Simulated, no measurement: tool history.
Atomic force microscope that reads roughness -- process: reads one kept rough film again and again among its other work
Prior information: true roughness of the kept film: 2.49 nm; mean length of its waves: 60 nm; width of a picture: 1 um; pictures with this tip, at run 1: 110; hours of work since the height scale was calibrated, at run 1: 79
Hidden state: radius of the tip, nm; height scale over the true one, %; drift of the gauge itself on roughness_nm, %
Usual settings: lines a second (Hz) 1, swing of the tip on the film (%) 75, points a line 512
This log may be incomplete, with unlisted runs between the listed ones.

run   hour  lines a second (Hz)  swing of the tip on the film (%)  points a line  pictures with this tip  hours of work since the height scale was calibrated  roughness of the kept film (nm (root mean square))
  1      0                    1                                75            512                     110                                                   79                                               2.324
       6.8  -- new tip fitted
  2   27.6                    1                                75            299                      22                                                   91                                               2.326
  3   41.7                 1.32                                75            512                      37                                                   98                                                 2.3
  4   55.1                    1                                75            512                      51                                                  104                                               2.306
  5   70.4                    1                                75            512                      68                                                  112                                               2.323
  6   96.7                    1                                69            512                      96                                                  124                                                2.37
  7  115.3                    1                                75            512                     116                                                  133                                               2.324
     117.2  -- new tip fitted
  8  138.6                    1                                75            512                      23                                                  144                                               2.315
  9  165.2                    1                                75            512                      51                                                  156                                               2.341
 10  191.4                    1                                75            512                      79                                                  169                                               2.325
 11  218.8                    1                                57            512                     109                                                  182                                               2.427
     227.5  -- new tip fitted
 12  242.1                    1                                75            309                      15                                                  193                                               2.335
 13  258.5                    1                                75            309                      33                                                  200                                               2.326
 14  275.7                    1                                75            309                      51                                                  208                                               2.319
 15  300.4                    1                                75            512                      78                                                  220                                               2.324
 16  313.6                 0.51                                83            513                      92                                                  226                                               2.354
 17  325.7                 1.08                                89            345                     105                                                  232                                               2.223
     337.5  -- new tip fitted
 18  339.9                 1.08                                60            684                       3                                                  239                                               2.401
 19    354                 1.08                                60            684                      18                                                  245                                               2.398
 20  379.6                 1.08                                60            684                      45                                                  257                                               2.395
 21  397.3                 1.08                                60            684                      65                                                  266                                               2.409
 22  409.5                 3.84                                75            436                      78                                                  272                                               2.048
 23  433.9                 3.84                                75            436                     104                                                  283                                                2.05
     446.3  -- new tip fitted
 24  446.3                 0.56                                65            512                       0                                                  289                                               2.427
 25  469.8                 0.56                                65            512                      25                                                  300                                               2.431
 26  483.5                 0.56                                65            267                      40                                                  306                                               2.399
 27  498.5                 2.91                                76            512                      56                                                  314                                               2.122
 28  514.3                    1                                67            958                      73                                                  321                                               2.361
 29  539.6                 1.68                                66            460                     100                                                  333                                               2.338

Predict each of these 3 candidate next runs independently; none follows another, all start after run 29:
     555.9  -- new tip fitted
  A  565.7                 1.68                                66            986                      10                                                  345                                                   ?
     555.9  -- new tip fitted
  B  565.7                 1.68                                82            313                      10                                                  345                                                   ?
     555.9  -- new tip fitted
  C  565.7                 1.68                                76            460                      10                                                  345                                                   ?

run  roughness of the kept film (nm (root mean square))
  A                                               2.334
  B                                                2.18
  C                                               2.237
With no hidden state in the tool, these same runs would have given:
run  roughness of the kept film (nm (root mean square))
  A                                               2.336
  B                                               2.182
  C                                               2.239
